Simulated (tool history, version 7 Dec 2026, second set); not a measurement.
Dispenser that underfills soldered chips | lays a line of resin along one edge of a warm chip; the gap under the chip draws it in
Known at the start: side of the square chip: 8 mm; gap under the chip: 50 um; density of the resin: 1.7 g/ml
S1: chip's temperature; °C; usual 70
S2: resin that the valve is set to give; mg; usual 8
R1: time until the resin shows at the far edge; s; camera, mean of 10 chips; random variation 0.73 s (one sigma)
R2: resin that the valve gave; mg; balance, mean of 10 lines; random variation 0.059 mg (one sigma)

run	hour	S1	S2	R1	R2
1	0	70	8	92.8	7.65
# hour 6.6: new syringe of resin
2	12.1	70	8	94.4	7.63
# hour 18.5: new syringe of resin
3	22.4	70	8	84.3	7.73
# hour 29.9: new syringe of resin
4	35.6	61	8	141.4	7.73
# hour 41.9: new syringe of resin
5	45.8	61	8	125.8	7.43
6	52.4	61	8	185	7.54
# hour 53.4: new syringe of resin
7	61.1	66	8	128	7.55
# hour 64.8: new syringe of resin
8	67.1	70	8	80.4	7.48
9	74.6	70	8	120.2	7.49
# hour 76.1: new syringe of resin
10	80.9	70	8	89.3	7.49
# hour 87.4: new syringe of resin
11	90	70	8	79.3	7.39
# hour 97.4: dispensing valve cleaned and set on the balance
# hour 99.8: new syringe of resin
12	105.2	70	8	93.7	7.9
# hour 111.5: new syringe of resin
13	119.3	70	8	105.3	7.77
# hour 123.2: new syringe of resin
14	130.4	70	8	103.5	7.97
# hour 134.8: new syringe of resin
15	139.1	70	8	85.7	7.77
# hour 146.8: new syringe of resin
16	147.4	70	8	70	7.81
17	157.4	70	8	124.5	7.76
# hour 159: new syringe of resin
# hour 170.1: new syringe of resin
18	171.2	70	8	74.5	7.8
# hour 181.5: new syringe of resin
19	181.6	70	8	70.6	7.78
# hour 193.4: new syringe of resin
20	195	70	8	73.3	7.61
21	201.4	70	8	108.8	7.68
# hour 205.4: new syringe of resin
22	214.5	59	9.4	185	8.8
# hour 216.7: new syringe of resin
23	224.3	72	8.19	100.3	7.73
# hour 228.3: new syringe of resin
24	236.7	72	8.19	101.5	7.6
# hour 240.6: new syringe of resin
25	244.6	73	9	74.4	8.42
# hour 251.8: new syringe of resin
26	257.4	73	9.95	81.7	9.34
# hour 262.9: new syringe of resin
27	265.7	73	9.95	68.4	9.17
# hour 274.4: new syringe of resin
28	274.4	60	9.83	105.1	9.04
# hour 285.2: dispensing valve cleaned and set on the balance
29	285.2	75	7.78	98.4	7.67
# hour 286.8: new syringe of resin
30	291.9	75	7.78	75.1	7.78
# hour 298.4: new syringe of resin
31	306.3	75	7.78	89.8	7.71
# hour 309.8: new syringe of resin
32	317.5	82	8.56	64.5	8.41
# hour 321.1: new syringe of resin
33	329.7	82	8.56	69.5	8.3
# hour 333: new syringe of resin
34	338.7	69	8.22	100.7	8.01
# hour 344.2: new syringe of resin
35	347.1	70	8.67	81.9	8.3

Some steps in R1 between neighbouring runs. How much of each would the tool show without its hidden state too (settings, what came in, random variation), and how much is left for the hidden state, with any gauge scatter that isn't in both results?
The hidden state here: resin's viscosity, % of fresh resin's; dose that the valve gives, % of what is set; true chip temperature over the reading, C; drift of the gauge itself on fill_s, %; drift of the gauge itself on given_mg, %.
Run 5 -> 6: no setting changed, nothing entered. R1 +59.2 s: hidden state +59.2, all else +0.
Run 16 -> 17: no setting changed, nothing entered. R1 +54.5 s: hidden state +55.3, all else -0.8.
Run 17 -> 18: new syringe of resin, new syringe of resin. R1 -50 s: hidden state -51.7, all else +1.7.
Run 21 -> 22: S1 70 -> 59, S2 8 -> 9.4, new syringe of resin. R1 +76.2 s: hidden state +37.6, all else +38.6.
Run 22 -> 23: S1 59 -> 72, S2 9.4 -> 8.19, new syringe of resin. R1 -84.7 s: hidden state -40.5, all else -44.2.
